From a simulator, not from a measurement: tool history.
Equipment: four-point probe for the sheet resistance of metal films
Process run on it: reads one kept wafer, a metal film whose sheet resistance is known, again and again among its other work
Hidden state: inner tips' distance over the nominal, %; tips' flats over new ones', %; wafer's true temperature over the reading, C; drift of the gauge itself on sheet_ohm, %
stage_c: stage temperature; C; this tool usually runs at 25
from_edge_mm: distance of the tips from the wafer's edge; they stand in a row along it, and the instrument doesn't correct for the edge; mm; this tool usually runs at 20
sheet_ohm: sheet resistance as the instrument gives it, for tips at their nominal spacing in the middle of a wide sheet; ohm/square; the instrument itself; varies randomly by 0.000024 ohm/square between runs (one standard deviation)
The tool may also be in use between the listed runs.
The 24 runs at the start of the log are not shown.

run    hour  stage_c  from_edge_mm  touches since the probe head was changed  hours of work since the stage's thermometer was calibrated  sheet_ohm
 25  1181.5       25             3                                     31390                                                        1458   0.129526
 26  1244.4       25             3                                     33742                                                        1499   0.129443
 27  1301.9       25             3                                     35892                                                        1538   0.129438
 28  1368.5       26            41                                     38386                                                        1582   0.119103
 29  1411.8       34            14                                     40007                                                        1611   0.120106
 30  1452.1       34            14                                     41513                                                        1637    0.12006
 31  1497.1       25            75                                     43196                                                        1667   0.118978
 32    1555       32            20                                     45365                                                        1706   0.119613
 33    1626       23            42                                     48022                                                        1753   0.118799
 34    1691       23            42                                     50453                                                        1796   0.118812
 35  1732.1       25            39                                     51992                                                        1823   0.118892
 36    1790       27             4                                     54159                                                        1862   0.125031
 37  1839.6       27             4                                     56014                                                        1895   0.124999
 38    1885       21             8                                     57713                                                        1925   0.120106
 39    1917       21             8                                     58910                                                        1946   0.120101
 40    1977       19             3                                     61156                                                        1986   0.128694
 41  2045.8       32             3                                     63730                                                        2032   0.129545
 42  2102.6       32            20                                     65857                                                        2069   0.119334
 43  2176.2       25             8                                     68609                                                        2118   0.120208
 44  2246.2       23             9                                     71228                                                        2165   0.119728

What if the next run were any one of these 3? Each begins from the tool's condition after run 44:
  A  2288.5       35            20                                     72811                                                        2193          ?
  B  2288.5       26            27                                     72811                                                        2193          ?
  C  2288.5       18             5                                     72811                                                        2193          ?

run  sheet_ohm
  A   0.119418
  B   0.118834
  C   0.122116
Take away the tool's hidden state, keep each run's random variation, and the runs would have read:
run  sheet_ohm
  A    0.12098
  B   0.120379
  C    0.12369
